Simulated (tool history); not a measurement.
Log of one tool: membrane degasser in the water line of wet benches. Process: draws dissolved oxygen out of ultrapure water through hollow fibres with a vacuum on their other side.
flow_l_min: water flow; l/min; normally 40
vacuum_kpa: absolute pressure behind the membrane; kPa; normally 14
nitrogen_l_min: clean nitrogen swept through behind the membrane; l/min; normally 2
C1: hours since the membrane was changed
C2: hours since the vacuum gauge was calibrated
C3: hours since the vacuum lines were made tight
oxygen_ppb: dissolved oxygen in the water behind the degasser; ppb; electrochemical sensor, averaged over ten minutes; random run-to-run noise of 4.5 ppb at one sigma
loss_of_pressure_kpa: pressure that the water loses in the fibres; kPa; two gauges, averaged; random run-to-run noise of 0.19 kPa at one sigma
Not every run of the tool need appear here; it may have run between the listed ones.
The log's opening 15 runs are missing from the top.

Run 16, day 58.542: usual settings but vacuum_kpa 27.8 kPa, nitrogen_l_min 1.98 l/min; C1 6563; C2 2192; C3 4442. Result: oxygen_ppb 1180 ppb, loss_of_pressure_kpa 42.19 kPa.
At day 59.079: vacuum gauge calibrated.
Run 17, day 64.288: usual settings but vacuum_kpa 27.8 kPa, nitrogen_l_min 1.01 l/min; C1 6701; C2 125; C3 4579. Result: oxygen_ppb 1795.8 ppb, loss_of_pressure_kpa 42.22 kPa.
Run 18, day 67.988: usual settings but vacuum_kpa 27.8 kPa, nitrogen_l_min 1.01 l/min; C1 6789; C2 214; C3 4668. Result: oxygen_ppb 1775.9 ppb, loss_of_pressure_kpa 42.36 kPa.
Run 19, day 71.742: usual settings but vacuum_kpa 8.8 kPa, nitrogen_l_min 4.39 l/min; C1 6880; C2 304; C3 4758. Result: oxygen_ppb 330.9 ppb, loss_of_pressure_kpa 42.33 kPa.
Run 20, day 75.025: usual settings but flow_l_min 38 l/min, vacuum_kpa 12.6 kPa, nitrogen_l_min 3.21 l/min; C1 6958; C2 383; C3 4837. Result: oxygen_ppb 446.7 ppb, loss_of_pressure_kpa 40.52 kPa.
Run 21, day 78.746: usual settings but flow_l_min 38 l/min, vacuum_kpa 12.6 kPa, nitrogen_l_min 3.21 l/min; C1 7048; C2 472; C3 4926. Result: oxygen_ppb 441 ppb, loss_of_pressure_kpa 40.62 kPa.
Run 22, day 84.667: usual settings but flow_l_min 30 l/min, nitrogen_l_min 4.55 l/min; C1 7190; C2 614; C3 5068. Result: oxygen_ppb 293.8 ppb, loss_of_pressure_kpa 31.84 kPa.
At day 87.175: vacuum gauge calibrated, once more.
Run 23, day 87.329: usual settings but flow_l_min 30 l/min, nitrogen_l_min 4.55 l/min; C1 7253; C2 4; C3 5131. Result: oxygen_ppb 287.2 ppb, loss_of_pressure_kpa 32 kPa.
Run 24, day 92.308: usual settings but nitrogen_l_min 1.13 l/min; C1 7373; C2 123; C3 5251. Result: oxygen_ppb 904.8 ppb, loss_of_pressure_kpa 42.98 kPa.
Run 25, day 96.775: usual settings but flow_l_min 33 l/min, vacuum_kpa 11.8 kPa, nitrogen_l_min 1.1 l/min; C1 7480; C2 230; C3 5358. Result: oxygen_ppb 643.2 ppb, loss_of_pressure_kpa 35.27 kPa.
Run 26, day 102.412: usual settings but flow_l_min 33 l/min, vacuum_kpa 21.9 kPa, nitrogen_l_min 3.23 l/min; C1 7615; C2 366; C3 5494. Result: oxygen_ppb 564.5 ppb, loss_of_pressure_kpa 35.37 kPa.
Run 27, day 105.658: usual settings but flow_l_min 45 l/min, vacuum_kpa 21.9 kPa, nitrogen_l_min 2.09 l/min; C1 7693; C2 444; C3 5571. Result: oxygen_ppb 1032.2 ppb, loss_of_pressure_kpa 48.23 kPa.
At day 108.758: seals of the vacuum lines changed.
Run 28, day 110.579: usual settings but flow_l_min 30 l/min, vacuum_kpa 32.9 kPa, nitrogen_l_min 2.09 l/min; C1 7809; C2 560; C3 44. Result: oxygen_ppb 976.3 ppb, loss_of_pressure_kpa 32.23 kPa.
Run 29, day 114.846: usual settings but flow_l_min 31 l/min, vacuum_kpa 12.6 kPa, nitrogen_l_min 3.55 l/min; C1 7911; C2 662; C3 146. Result: oxygen_ppb 308.5 ppb, loss_of_pressure_kpa 33.2 kPa.
Run 30, day 118.462: usual settings but flow_l_min 48 l/min, vacuum_kpa 12.6 kPa, nitrogen_l_min 3.55 l/min; C1 7998; C2 749; C3 233. Result: oxygen_ppb 562.8 ppb, loss_of_pressure_kpa 51.34 kPa.
Run 31, day 124.162: usual settings but flow_l_min 61 l/min, vacuum_kpa 9.1 kPa, nitrogen_l_min 1.48 l/min; C1 8135; C2 886; C3 370. Result: oxygen_ppb 857.8 ppb, loss_of_pressure_kpa 65.32 kPa.
Run 32, day 128.962: usual settings but flow_l_min 48 l/min, vacuum_kpa 10.2 kPa, nitrogen_l_min 1.78 l/min; C1 8250; C2 1001; C3 485. Result: oxygen_ppb 662.6 ppb, loss_of_pressure_kpa 51.1 kPa.
Run 33, day 133.346: usual settings but vacuum_kpa 25.2 kPa, nitrogen_l_min 1.94 l/min; C1 8356; C2 1106; C3 590. Result: oxygen_ppb 1083.5 ppb, loss_of_pressure_kpa 43.17 kPa.

Below are 3 alternative next runs, each starting from the tool's condition after run 33. Predict each:
Run A, day 139.054: usual settings but nitrogen_l_min 1.27 l/min; C1 8493; C2 1243; C3 727. Result: oxygen_ppb ?, loss_of_pressure_kpa ?.
Run B, day 139.054: usual settings but flow_l_min 47 l/min, vacuum_kpa 10.4 kPa, nitrogen_l_min 4.06 l/min; C1 8493; C2 1243; C3 727. Result: oxygen_ppb ?, loss_of_pressure_kpa ?.
Run C, day 139.054: usual settings but flow_l_min 30 l/min, vacuum_kpa 11.6 kPa, nitrogen_l_min 3.31 l/min; C1 8493; C2 1243; C3 727. Result: oxygen_ppb ?, loss_of_pressure_kpa ?.

run  oxygen_ppb  loss_of_pressure_kpa
  A       846.3                 43.07
  B       467.3                 50.54
  C       292.6                 32.13
Stripped of hidden state, with their random variation kept, the same runs would have yielded:
run  oxygen_ppb  loss_of_pressure_kpa
  A       799.3                 40.11
  B       405.1                 47.05
  C         260                  29.9
